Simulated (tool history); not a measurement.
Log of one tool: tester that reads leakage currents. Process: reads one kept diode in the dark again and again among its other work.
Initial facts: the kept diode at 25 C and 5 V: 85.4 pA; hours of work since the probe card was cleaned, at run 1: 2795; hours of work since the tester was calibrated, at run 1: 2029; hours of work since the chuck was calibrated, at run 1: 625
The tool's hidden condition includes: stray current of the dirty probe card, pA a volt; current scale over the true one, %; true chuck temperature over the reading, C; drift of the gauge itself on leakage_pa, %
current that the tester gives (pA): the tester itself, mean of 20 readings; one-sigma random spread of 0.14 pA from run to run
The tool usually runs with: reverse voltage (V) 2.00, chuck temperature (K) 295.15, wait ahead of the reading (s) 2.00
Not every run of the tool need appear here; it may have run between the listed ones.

run    hour  reverse voltage (V)  chuck temperature (K)  wait ahead of the reading (s)  hours of work since the probe card was cleaned  hours of work since the tester was calibrated  hours of work since the chuck was calibrated  current that the tester gives (pA)
  1     0.0                 2.00                 295.15                           2.00                                            2795                                           2029                                           625                               47.92
  2   112.4                 2.00                 295.15                           2.00                                            2848                                           2082                                           678                               47.85
  3   206.6                 2.00                 295.15                           2.00                                            2893                                           2127                                           722                               48.28
  4   318.6                 2.00                 295.15                           2.00                                            2946                                           2180                                           775                               48.46
  5   399.8                18.02                 295.15                           2.00                                            2984                                           2218                                           814                              174.72
      414.1  -- probe card cleaned and baked
  6   531.3                 2.00                 305.15                           2.00                                              55                                           2279                                           875                              109.99
  7   702.0                 3.78                 295.15                           2.00                                             136                                           2360                                           955                               75.09
      791.6  -- probe card cleaned and baked, once more
  8   791.6                 2.56                 323.15                           0.77                                               0                                           2401                                           996                              467.04
  9   877.1                 6.24                 329.15                           0.46                                              40                                           2441                                          1037                             1128.23
 10  1056.5                 6.24                 329.15                           0.46                                             125                                           2526                                          1122                             1132.06
 11  1227.5                 2.00                 307.15                           5.84                                             206                                           2607                                          1203                              123.30
 12  1346.4                 2.00                 307.15                           5.84                                             263                                           2663                                          1259                              124.13
     1480.5  -- chuck's temperature calibrated
 13  1523.9                 2.41                 295.15                           2.00                                             346                                           2746                                            21                               47.41
 14  1706.7                 1.21                 324.15                           1.05                                             432                                           2833                                           107                              329.51

Here are 5 independent what-if runs from the current tool condition. What would each one return?
  A  1843.3                11.96                 300.15                           0.35                                             497                                           2898                                           172                                   ?
  B  1843.3                 4.42                 317.15                           2.00                                             497                                           2898                                           172                                   ?
  C  1843.3                 4.97                 308.15                           1.05                                             497                                           2898                                           172                                   ?
  D  1843.3                 1.16                 325.15                           2.00                                             497                                           2898                                           172                                   ?
  E  1843.3                 1.21                 311.15                           1.05                                             497                                           2898                                           172                                   ?

run  current that the tester gives (pA)
  A                              177.18
  B                              381.66
  C                              202.22
  D                              348.49
  E                              124.91
Without the tool's hidden state the same runs would have given:
run  current that the tester gives (pA)
  A                              169.44
  B                              372.27
  C                              196.23
  D                              341.10
  E                              121.85

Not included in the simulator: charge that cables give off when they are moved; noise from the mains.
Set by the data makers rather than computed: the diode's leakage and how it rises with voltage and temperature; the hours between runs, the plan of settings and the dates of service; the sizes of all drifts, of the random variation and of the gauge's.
